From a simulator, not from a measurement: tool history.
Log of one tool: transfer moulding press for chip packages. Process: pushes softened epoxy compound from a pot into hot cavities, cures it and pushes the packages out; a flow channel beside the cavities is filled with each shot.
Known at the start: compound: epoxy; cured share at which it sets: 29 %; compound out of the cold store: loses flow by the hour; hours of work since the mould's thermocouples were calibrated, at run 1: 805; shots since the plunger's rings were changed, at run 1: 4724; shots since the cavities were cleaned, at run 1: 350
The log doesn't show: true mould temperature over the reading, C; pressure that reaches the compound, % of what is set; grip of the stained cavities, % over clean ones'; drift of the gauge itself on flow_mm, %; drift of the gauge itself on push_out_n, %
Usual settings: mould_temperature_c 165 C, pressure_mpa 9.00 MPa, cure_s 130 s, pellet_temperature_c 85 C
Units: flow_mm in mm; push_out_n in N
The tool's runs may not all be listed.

| run | day | mould_temperature_c | pressure_mpa | cure_s | pellet_temperature_c | hours of work since the mould's thermocouples were calibrated | shots since the plunger's rings were changed | shots since the cavities were cleaned | incoming compound's hours out of the cold store | flow_mm | push_out_n |
|---|---|---|---|---|---|---|---|---|---|---|---|
| 1 | 0.000 | 165 | 9.00 | 130 | 85 | 805 | 4724 | 350 | 30.7 | 533 | 706 |
| 2 | 2.854 | 165 | 9.00 | 130 | 85 | 851 | 5404 | 1030 | 9.5 | 582 | 935 |
|  | 3.442 | cavities cleaned with cleaning compound and waxed |
|  | 4.971 | mould's thermocouples calibrated |
| 3 | 5.579 | 165 | 9.00 | 127 | 85 | 10 | 6018 | 489 | 26.7 | 532 | 927 |
| 4 | 7.317 | 165 | 9.00 | 127 | 85 | 37 | 6433 | 904 | 18.7 | 544 | 974 |
|  | 8.188 | cavities cleaned with cleaning compound and waxed |
|  | 8.642 | plunger's sealing rings changed |
| 5 | 10.171 | 165 | 7.01 | 130 | 85 | 80 | 365 | 448 | 20.2 | 532 | 712 |
|  | 11.321 | cavities cleaned with cleaning compound and waxed, once more |
| 6 | 12.742 | 165 | 9.00 | 130 | 85 | 120 | 962 | 338 | 29.1 | 570 | 653 |
| 7 | 14.200 | 165 | 9.00 | 130 | 85 | 143 | 1309 | 685 | 47.1 | 516 | 754 |
|  | 16.067 | cavities cleaned with cleaning compound and waxed |
| 8 | 16.608 | 165 | 9.00 | 128 | 85 | 181 | 1868 | 129 | 39.2 | 534 | 523 |
| 9 | 18.271 | 163 | 9.00 | 162 | 85 | 207 | 2264 | 525 | 30.3 | 558 | 670 |
|  | 20.771 | cavities cleaned with cleaning compound and waxed |
| 10 | 21.288 | 163 | 9.00 | 162 | 91 | 254 | 2968 | 124 | 20.8 | 586 | 463 |
| 11 | 24.012 | 163 | 9.00 | 162 | 91 | 298 | 3616 | 772 | 41.6 | 516 | 708 |
|  | 25.433 | cavities cleaned with cleaning compound and waxed |
| 12 | 26.858 | 159 | 9.00 | 126 | 89 | 342 | 4279 | 339 | 10.7 | 615 | 1049 |
| 13 | 28.175 | 159 | 9.00 | 126 | 89 | 363 | 4593 | 653 | 34.1 | 534 | 1098 |

5 ways to go on from here, each from the tool as it stands after run 13. What would each give?
|  | 30.196 | cavities cleaned with cleaning compound and waxed |
| A | 30.912 | 171 | 9.00 | 125 | 85 | 406 | 5230 | 171 | 23.4 | ? | ? |
|  | 30.196 | cavities cleaned with cleaning compound and waxed |
| B | 30.912 | 164 | 9.00 | 144 | 91 | 406 | 5230 | 171 | 13.9 | ? | ? |
|  | 30.196 | cavities cleaned with cleaning compound and waxed |
| C | 30.912 | 165 | 10.72 | 130 | 80 | 406 | 5230 | 171 | 13.1 | ? | ? |
|  | 30.196 | cavities cleaned with cleaning compound and waxed |
| D | 30.912 | 159 | 9.95 | 123 | 90 | 406 | 5230 | 171 | 23.0 | ? | ? |
|  | 30.196 | cavities cleaned with cleaning compound and waxed |
| E | 30.912 | 159 | 7.95 | 120 | 92 | 406 | 5230 | 171 | 19.0 | ? | ? |

| run | flow_mm | push_out_n |
|---|---|---|
| A | 533 | 469 |
| B | 577 | 504 |
| C | 631 | 559 |
| D | 592 | 819 |
| E | 540 | 875 |
Without the tool's hidden state the same runs would have given:
| run | flow_mm | push_out_n |
|---|---|---|
| A | 581 | 356 |
| B | 629 | 381 |
| C | 688 | 419 |
| D | 645 | 610 |
| E | 589 | 651 |
